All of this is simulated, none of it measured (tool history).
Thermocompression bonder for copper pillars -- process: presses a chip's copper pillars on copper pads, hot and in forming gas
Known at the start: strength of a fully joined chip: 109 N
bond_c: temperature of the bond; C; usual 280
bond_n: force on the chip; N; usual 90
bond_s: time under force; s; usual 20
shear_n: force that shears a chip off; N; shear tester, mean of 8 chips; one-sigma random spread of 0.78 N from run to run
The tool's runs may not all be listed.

run,hour,bond_c,bond_n,bond_s,shear_n
1,0,280,90,20,57.1
2,10.3,280,90,20,59.2
# hour 20.8: forming gas filter changed
3,22.4,280,90,20,59.6
4,31.3,280,90,50,77.4
5,37.6,280,90,50,78.2
6,50.4,280,90,50,77.3
7,59.3,284,90,38,75.5
8,65.6,284,90,38,75.2
9,74.3,300,65,38,71.8
10,83.5,280,90,52,78
11,90.3,280,105,20,66.1
12,100.8,284,67,45,68.8

Below are 3 alternative next runs, each starting from the tool's condition after run 12. Predict each:
A,110.8,280,90,11,?
B,110.8,306,67,45,?
C,110.8,306,90,20,?

run,shear_n
A,48.2
B,81
C,70.7
With no hidden state in the tool, these same runs would have given:
run,shear_n
A,48.1
B,81
C,70.7
